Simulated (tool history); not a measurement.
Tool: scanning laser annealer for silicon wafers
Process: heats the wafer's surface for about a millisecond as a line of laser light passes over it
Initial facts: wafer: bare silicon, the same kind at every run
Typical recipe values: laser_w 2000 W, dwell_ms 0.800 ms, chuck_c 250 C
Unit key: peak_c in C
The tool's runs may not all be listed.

run,hour,laser_w,dwell_ms,chuck_c,peak_c
1,0.0,2000,0.800,250,1059
2,43.5,2000,0.800,250,1054
3,76.2,2000,0.800,250,1053
4,96.8,1890,0.800,250,1004
5,120.4,1890,0.800,250,1005
6,165.8,1890,0.800,250,996
7,214.4,2000,0.838,250,1061
8,263.0,2000,0.838,250,1055
9,287.9,2000,0.614,250,933
10,310.4,2000,0.800,250,1038
11,344.4,2000,0.832,250,1052
12,372.7,2000,0.832,250,1050
13,415.1,2000,0.800,250,1029
14,455.2,2000,0.800,250,1027
# hour 493.8: window over the wafer cleaned
15,500.5,2000,0.800,250,1077
16,537.7,2000,0.800,250,1073
17,581.8,2000,0.943,250,1144
18,615.3,2000,0.800,250,1067
# hour 649.1: optics aligned, line set to its width
19,650.6,2000,0.800,250,1074
20,689.9,2000,0.800,250,1069
21,735.1,1761,0.800,250,966
22,781.7,1761,0.779,218,915
23,829.6,1761,0.567,218,811
24,870.4,1761,0.632,272,896
25,895.9,2000,0.917,281,1148

Run 26, settings as shown, results not yet in. Your forecast:
26,942.3,2000,0.917,281,?

Run 26 measured peak_c 1143 C.
On a tool with no hidden condition, and with the same random variation, this run would have come out at peak_c 1170 C.
